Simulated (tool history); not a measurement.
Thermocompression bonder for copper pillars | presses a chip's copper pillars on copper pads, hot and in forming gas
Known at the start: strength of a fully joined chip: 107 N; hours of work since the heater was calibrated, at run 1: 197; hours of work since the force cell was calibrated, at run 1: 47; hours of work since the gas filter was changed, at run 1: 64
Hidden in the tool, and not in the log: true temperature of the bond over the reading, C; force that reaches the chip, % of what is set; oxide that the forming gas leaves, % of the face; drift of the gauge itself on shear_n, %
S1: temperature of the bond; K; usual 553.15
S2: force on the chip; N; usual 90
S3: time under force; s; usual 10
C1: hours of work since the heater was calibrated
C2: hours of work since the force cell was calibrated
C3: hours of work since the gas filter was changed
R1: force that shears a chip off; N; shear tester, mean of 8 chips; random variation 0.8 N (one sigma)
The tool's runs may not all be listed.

| run | hour | S1 | S2 | S3 | C1 | C2 | C3 | R1 |
|---|---|---|---|---|---|---|---|---|
| 1 | 0 | 553.15 | 90 | 10 | 197 | 47 | 64 | 62.9 |
| 2 | 8.8 | 553.15 | 90 | 10 | 204 | 54 | 70 | 62.3 |
| 3 | 19.3 | 553.15 | 90 | 10 | 212 | 62 | 78 | 62.9 |
| 4 | 35.3 | 553.15 | 90 | 10 | 224 | 74 | 90 | 63.5 |
| 5 | 47.8 | 553.15 | 90 | 6 | 234 | 83 | 100 | 52.1 |
| 6 | 60.3 | 553.15 | 90 | 8 | 243 | 93 | 109 | 58.1 |
| 7 | 72.4 | 553.15 | 90 | 8 | 252 | 102 | 118 | 57.6 |
| 8 | 83.6 | 553.15 | 90 | 10 | 261 | 110 | 127 | 60.3 |
| 9 | 91.7 | 553.15 | 90 | 9 | 267 | 116 | 133 | 59.4 |
| 10 | 100.9 | 553.15 | 90 | 9 | 274 | 123 | 140 | 59.9 |
| 11 | 108.6 | 553.15 | 90 | 10 | 280 | 129 | 146 | 63.7 |
| 12 | 118.3 | 553.15 | 90 | 10 | 287 | 137 | 153 | 60.8 |
| 13 | 130.5 | 561.15 | 90 | 10 | 296 | 146 | 163 | 65.7 |
| 14 | 145.9 | 561.15 | 90 | 10 | 308 | 158 | 174 | 66.5 |
| 15 | 160.1 | 553.15 | 90 | 7 | 319 | 168 | 185 | 54.8 |
| 16 | 171.6 | 553.15 | 90 | 7 | 327 | 177 | 194 | 56.2 |
| 17 | 178.9 | 553.15 | 90 | 7 | 333 | 183 | 199 | 54.6 |
| 18 | 187.8 | 553.15 | 90 | 7 | 340 | 189 | 206 | 55.3 |
| 19 | 204.1 | 553.15 | 90 | 7 | 352 | 202 | 218 | 55.5 |
| 20 | 217.8 | 570.15 | 90 | 10 | 363 | 212 | 229 | 71.4 |
| 21 | 231 | 570.15 | 90 | 21 | 373 | 222 | 239 | 85.1 |
| 22 | 242.4 | 535.15 | 83 | 22 | 381 | 231 | 247 | 63.7 |
| 23 | 253 | 531.15 | 83 | 5 | 389 | 239 | 255 | 35.2 |
| 24 | 261.7 | 574.15 | 133 | 12 | 396 | 245 | 262 | 90.7 |
| 25 | 273.7 | 532.15 | 63 | 7 | 405 | 254 | 271 | 30.2 |
| 26 | 288.2 | 534.15 | 90 | 14 | 416 | 265 | 282 | 58.5 |
| 27 | 294.9 | 543.15 | 90 | 10 | 421 | 270 | 287 | 56.8 |
| 28 | 306.3 | 543.15 | 64 | 8 | 430 | 279 | 296 | 37.8 |
| 29 | 316.7 | 580.15 | 58 | 6 | 437 | 287 | 304 | 44.9 |
| 30 | 324.5 | 546.15 | 58 | 7 | 443 | 293 | 310 | 33.5 |
| 31 | 331.7 | 553.15 | 78 | 27 | 449 | 298 | 315 | 74.1 |
| 32 | 348 | 536.15 | 101 | 11 | 461 | 311 | 327 | 59.7 |
| 33 | 360.6 | 582.15 | 66 | 6 | 471 | 320 | 337 | 50.7 |
| 34 | 372 | 577.15 | 65 | 10 | 479 | 329 | 346 | 56.7 |
| 35 | 381 | 552.15 | 134 | 10 | 486 | 336 | 352 | 80.4 |
| 36 | 391.1 | 552.15 | 134 | 25 | 494 | 343 | 360 | 94 |
| 37 | 405.1 | 552.15 | 134 | 25 | 504 | 354 | 371 | 95.7 |
| 38 | 420.8 | 572.15 | 134 | 25 | 516 | 366 | 383 | 100.4 |
| 39 | 431.9 | 538.15 | 121 | 26 | 525 | 374 | 391 | 87 |
| 40 | 439.4 | 538.15 | 121 | 26 | 530 | 380 | 397 | 87.3 |
| 41 | 450.5 | 553.15 | 59 | 10 | 539 | 388 | 405 | 42.3 |

3 ways to go on from here, each from the tool as it stands after run 41. What would each give?
| A | 463.9 | 575.15 | 135 | 15 | 549 | 399 | 415 | ? |
| B | 463.9 | 546.15 | 59 | 18 | 549 | 399 | 415 | ? |
| C | 463.9 | 553.15 | 90 | 6 | 549 | 399 | 415 | ? |

| run | R1 |
|---|---|
| A | 97.4 |
| B | 49.5 |
| C | 51.6 |
Without the tool's hidden state the same runs would have given:
| run | R1 |
|---|---|
| A | 97.6 |
| B | 49.5 |
| C | 51.6 |
